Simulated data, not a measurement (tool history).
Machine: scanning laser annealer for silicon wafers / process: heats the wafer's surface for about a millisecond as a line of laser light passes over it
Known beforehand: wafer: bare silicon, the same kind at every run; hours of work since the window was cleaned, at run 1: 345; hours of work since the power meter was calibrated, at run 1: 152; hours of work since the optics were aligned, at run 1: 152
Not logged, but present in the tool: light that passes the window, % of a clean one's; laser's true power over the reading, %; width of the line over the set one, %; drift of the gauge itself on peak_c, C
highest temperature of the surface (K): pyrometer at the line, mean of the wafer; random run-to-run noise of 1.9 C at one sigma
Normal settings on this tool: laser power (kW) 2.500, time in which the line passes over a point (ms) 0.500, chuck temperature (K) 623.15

run	hour	laser power (kW)	time in which the line passes over a point (ms)	chuck temperature (K)	hours of work since the window was cleaned	hours of work since the power meter was calibrated	hours of work since the optics were aligned	highest temperature of the surface (K)
1	0.0	2.500	0.500	623.15	345	152	152	1423.15
2	29.5	2.500	0.500	623.15	360	168	168	1422.15
3	82.5	2.500	0.500	623.15	387	195	195	1421.15
4	124.8	2.500	0.500	623.15	409	217	217	1416.15
5	177.7	2.500	0.500	623.15	436	244	244	1414.15
6	206.1	2.500	0.500	623.15	451	258	258	1415.15
7	234.7	2.500	0.500	623.15	465	273	273	1416.15
8	282.1	2.500	0.500	623.15	490	298	298	1413.15
9	321.9	2.500	0.500	623.15	510	318	318	1409.15
10	375.9	2.500	0.500	623.15	538	346	346	1409.15
11	408.7	2.500	0.500	623.15	555	363	363	1406.15
12	441.0	2.500	0.500	623.15	572	379	379	1401.15
13	471.7	2.150	0.500	639.15	587	395	395	1288.15
14	494.2	2.391	0.367	608.15	599	407	407	1233.15
15	531.2	2.391	0.367	608.15	618	426	426	1236.15
16	579.2	2.716	0.367	659.15	643	450	450	1394.15
17	619.8	2.724	0.611	619.15	664	471	471	1573.15
18	655.2	2.724	0.611	619.15	682	489	489	1569.15
19	700.2	2.724	0.353	619.15	705	513	513	1338.15
20	745.3	2.689	0.436	620.15	728	536	536	1401.15
21	787.6	2.686	0.464	627.15	750	557	557	1432.15
22	837.6	2.356	0.357	608.15	776	583	583	1209.15
23	866.4	2.708	0.353	615.15	790	598	598	1317.15
# hour 903.4: window over the wafer cleaned
24	909.1	2.708	0.438	615.15	3	619	619	1449.15

Each row is a separate what-if for the run after 24, all from the same tool condition, not one after another. Results?
A	937.2	2.265	0.438	655.15	17	633	633	?
B	937.2	2.150	0.397	587.15	17	633	633	?
C	937.2	2.708	0.422	615.15	17	633	633	?
D	937.2	2.708	0.438	646.15	17	633	633	?

run	highest temperature of the surface (K)
A	1325.15
B	1184.15
C	1430.15
D	1478.15
Stripped of hidden state, with their random variation kept, the same runs would have yielded:
run	highest temperature of the surface (K)
A	1344.15
B	1202.15
C	1454.15
D	1502.15

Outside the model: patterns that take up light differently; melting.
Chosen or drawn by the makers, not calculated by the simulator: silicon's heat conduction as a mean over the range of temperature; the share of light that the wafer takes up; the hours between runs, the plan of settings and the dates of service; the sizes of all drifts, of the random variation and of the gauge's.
